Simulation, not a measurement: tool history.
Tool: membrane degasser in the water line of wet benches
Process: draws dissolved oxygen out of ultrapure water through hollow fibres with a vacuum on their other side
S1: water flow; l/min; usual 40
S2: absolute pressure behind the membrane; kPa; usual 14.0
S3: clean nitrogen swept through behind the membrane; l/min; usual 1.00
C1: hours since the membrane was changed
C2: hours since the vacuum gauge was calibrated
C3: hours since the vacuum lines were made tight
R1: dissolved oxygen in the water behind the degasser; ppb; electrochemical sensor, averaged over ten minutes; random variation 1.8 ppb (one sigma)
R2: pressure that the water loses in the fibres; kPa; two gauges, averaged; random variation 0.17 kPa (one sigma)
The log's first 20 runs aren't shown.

run 21 hour=2139.8 | S1=30 S2=14.0 S3=1.00 | C1=7821 C2=223 C3=2990 | R1=642.7 R2=20.36
run 22 hour=2262.8 | S1=31 S2=9.9 S3=1.00 | C1=7944 C2=346 C3=3113 | R1=422.6 R2=21.03
-- hour=2360.1 vacuum gauge calibrated, once more
run 23 hour=2402.6 | S1=40 S2=17.3 S3=0.63 | C1=8083 C2=43 C3=3252 | R1=1403.4 R2=27.06
run 24 hour=2546.5 | S1=52 S2=9.1 S3=2.01 | C1=8227 C2=186 C3=3396 | R1=356.8 R2=35.09
run 25 hour=2691.1 | S1=40 S2=25.4 S3=1.00 | C1=8372 C2=331 C3=3541 | R1=1518.8 R2=26.92
run 26 hour=2761.3 | S1=51 S2=34.2 S3=1.00 | C1=8442 C2=401 C3=3611 | R1=2335.5 R2=34.63
run 27 hour=2899.1 | S1=51 S2=30.4 S3=1.71 | C1=8580 C2=539 C3=3749 | R1=1483.5 R2=35.01
run 28 hour=3032.6 | S1=51 S2=30.4 S3=1.71 | C1=8713 C2=673 C3=3882 | R1=1483.2 R2=34.35
run 29 hour=3116.5 | S1=30 S2=28.7 S3=0.59 | C1=8797 C2=756 C3=3966 | R1=1989.7 R2=20.70
run 30 hour=3181.4 | S1=49 S2=14.0 S3=1.86 | C1=8862 C2=821 C3=4031 | R1=606.9 R2=33.42
run 31 hour=3314.1 | S1=49 S2=14.0 S3=1.86 | C1=8995 C2=954 C3=4164 | R1=605.2 R2=33.34
run 32 hour=3399.2 | S1=26 S2=15.2 S3=1.01 | C1=9080 C2=1039 C3=4249 | R1=629.3 R2=17.60
run 33 hour=3547.1 | S1=32 S2=25.8 S3=1.00 | C1=9228 C2=1187 C3=4397 | R1=1312.6 R2=21.93

Forecast each of these 3 alternatives for the next run:
run A hour=3628.2 | S1=63 S2=33.4 S3=1.00 | C1=9309 C2=1268 C3=4478 | R1=? R2=?
run B hour=3628.2 | S1=63 S2=14.1 S3=0.73 | C1=9309 C2=1268 C3=4478 | R1=? R2=?
run C hour=3628.2 | S1=37 S2=14.2 S3=1.00 | C1=9309 C2=1268 C3=4478 | R1=? R2=?

run=A R1=2615.9 R2=42.96
run=B R1=1419.5 R2=42.96
run=C R1=774.1 R2=25.28
Without the tool's hidden state the same runs would have given:
run=A R1=2601.3 R2=40.04
run=B R1=1400.7 R2=40.03
run=C R1=768.0 R2=23.57
